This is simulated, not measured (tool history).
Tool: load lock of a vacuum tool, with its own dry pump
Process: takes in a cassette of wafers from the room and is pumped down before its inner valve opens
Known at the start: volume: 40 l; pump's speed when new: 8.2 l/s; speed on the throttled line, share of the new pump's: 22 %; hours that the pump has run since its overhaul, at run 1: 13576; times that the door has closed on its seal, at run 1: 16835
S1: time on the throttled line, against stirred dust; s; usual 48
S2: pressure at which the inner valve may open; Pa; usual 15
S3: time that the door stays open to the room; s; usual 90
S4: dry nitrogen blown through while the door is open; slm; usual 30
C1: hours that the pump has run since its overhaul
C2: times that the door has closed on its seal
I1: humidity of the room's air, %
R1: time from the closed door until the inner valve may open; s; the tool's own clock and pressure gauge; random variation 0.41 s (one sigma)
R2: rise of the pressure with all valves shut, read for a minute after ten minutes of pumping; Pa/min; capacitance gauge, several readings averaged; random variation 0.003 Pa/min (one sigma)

Run 1, hour 0.0: usual settings; C1 13576; C2 16835; I1 44.1. Result: R1 82.2 s, R2 0.106 Pa/min.
Run 2, hour 248.8: usual settings; C1 13825; C2 17700; I1 45.6. Result: R1 83.1 s, R2 0.115 Pa/min.
Run 3, hour 602.3: usual settings; C1 14179; C2 18929; I1 46.0. Result: R1 82.5 s, R2 0.131 Pa/min.
Run 4, hour 918.4: usual settings but S1 34 s; C1 14495; C2 20028; I1 42.6. Result: R1 72.5 s, R2 0.133 Pa/min.
Run 5, hour 1142.7: usual settings but S1 34 s; C1 14719; C2 20808; I1 44.9. Result: R1 73.4 s, R2 0.134 Pa/min.
Run 6, hour 1416.8: usual settings but S4 36 slm; C1 14993; C2 21761; I1 46.3. Result: R1 83.1 s, R2 0.143 Pa/min.
Run 7, hour 1714.7: usual settings but S4 45 slm; C1 15291; C2 22796; I1 45.9. Result: R1 83.5 s, R2 0.141 Pa/min.
Run 8, hour 2170.5: usual settings but S4 45 slm; C1 15747; C2 24381; I1 44.3. Result: R1 82.4 s, R2 0.157 Pa/min.
Run 9, hour 2620.0: usual settings but S4 45 slm; C1 16196; C2 25944; I1 46.5. Result: R1 84.2 s, R2 0.167 Pa/min.
Run 10, hour 2818.1: usual settings but S4 45 slm; C1 16395; C2 26632; I1 43.7. Result: R1 84.1 s, R2 0.169 Pa/min.
Run 11, hour 3096.5: usual settings but S4 36 slm; C1 16673; C2 27600; I1 41.2. Result: R1 83.2 s, R2 0.178 Pa/min.
At hour 3293.4: dry pump taken out, an overhauled one fitted.
Run 12, hour 3293.4: usual settings but S4 36 slm; C1 0; C2 28264; I1 42.7. Result: R1 80.2 s, R2 0.188 Pa/min.
Run 13, hour 3628.0: usual settings but S4 36 slm; C1 335; C2 29427; I1 46.0. Result: R1 80.6 s, R2 0.194 Pa/min.
Run 14, hour 3858.8: usual settings but S4 36 slm; C1 565; C2 30230; I1 46.1. Result: R1 80.0 s, R2 0.203 Pa/min.
Run 15, hour 4049.2: usual settings but S4 36 slm; C1 756; C2 30891; I1 44.2. Result: R1 80.7 s, R2 0.208 Pa/min.
Run 16, hour 4409.5: usual settings but S4 36 slm; C1 1116; C2 32144; I1 43.5. Result: R1 80.5 s, R2 0.218 Pa/min.
Run 17, hour 4682.7: usual settings but S1 26 s, S4 18 slm; C1 1389; C2 33094; I1 45.0. Result: R1 63.6 s, R2 0.237 Pa/min.
Run 18, hour 5035.7: usual settings but S1 26 s, S4 4 slm; C1 1742; C2 34321; I1 43.3. Result: R1 63.4 s, R2 0.268 Pa/min.
Run 19, hour 5279.2: usual settings but S1 63 s, S2 20 Pa, S4 22 slm; C1 1986; C2 35168; I1 44.8. Result: R1 90.8 s, R2 0.249 Pa/min.
Run 20, hour 5694.0: usual settings but S1 60 s, S2 22 Pa, S3 43 s, S4 19 slm; C1 2401; C2 36610; I1 45.0. Result: R1 88.8 s, R2 0.254 Pa/min.
Run 21, hour 6097.8: usual settings but S1 28 s; C1 2804; C2 38014; I1 44.9. Result: R1 65.1 s, R2 0.271 Pa/min.
Run 22, hour 6543.6: usual settings but S1 36 s; C1 3250; C2 39563; I1 43.1. Result: R1 72.2 s, R2 0.284 Pa/min.
Run 23, hour 6946.3: usual settings but S1 41 s; C1 3653; C2 40964; I1 45.6. Result: R1 75.4 s, R2 0.302 Pa/min.
Run 24, hour 7256.8: usual settings but S1 41 s, S4 13 slm; C1 3963; C2 42043; I1 44.6. Result: R1 75.8 s, R2 0.327 Pa/min.
Run 25, hour 7452.7: usual settings but S1 25 s, S3 172 s, S4 13 slm; C1 4159; C2 42724; I1 46.8. Result: R1 64.3 s, R2 0.355 Pa/min.
Run 26, hour 7709.6: usual settings but S1 25 s, S3 172 s, S4 13 slm; C1 4416; C2 43617; I1 44.4. Result: R1 63.8 s, R2 0.368 Pa/min.
Run 27, hour 7967.0: usual settings but S2 28 Pa, S4 5 slm; C1 4674; C2 44512; I1 46.7. Result: R1 78.3 s, R2 0.364 Pa/min.
Run 28, hour 8203.8: usual settings but S3 140 s, S4 19 slm; C1 4910; C2 45335; I1 45.3. Result: R1 80.8 s, R2 0.366 Pa/min.
Run 29, hour 8553.4: usual settings but S3 84 s, S4 4 slm; C1 5260; C2 46551; I1 41.4. Result: R1 81.1 s, R2 0.383 Pa/min.

4 ways to go on from here, each from the tool as it stands after run 29. What would each give?
Run A, hour 8771.3: usual settings but S2 18 Pa; C1 5478; C2 47308; I1 43.3. Result: R1 ?, R2 ?.
Run B, hour 8771.3: usual settings but S1 25 s, S2 22 Pa, S3 148 s, S4 4 slm; C1 5478; C2 47308; I1 41.7. Result: R1 ?, R2 ?.
Run C, hour 8771.3: usual settings but S3 114 s; C1 5478; C2 47308; I1 45.6. Result: R1 ?, R2 ?.
Run D, hour 8771.3: usual settings but S2 23 Pa, S4 28 slm; C1 5478; C2 47308; I1 46.1. Result: R1 ?, R2 ?.

run    R1     R2
  A  81.2  0.375
  B  62.1  0.412
  C  81.2  0.370
  D  78.9  0.363
Without the tool's hidden state the same runs would have given:
run    R1     R2
  A  80.1  0.033
  B  60.9  0.077
  C  80.1  0.037
  D  77.9  0.029

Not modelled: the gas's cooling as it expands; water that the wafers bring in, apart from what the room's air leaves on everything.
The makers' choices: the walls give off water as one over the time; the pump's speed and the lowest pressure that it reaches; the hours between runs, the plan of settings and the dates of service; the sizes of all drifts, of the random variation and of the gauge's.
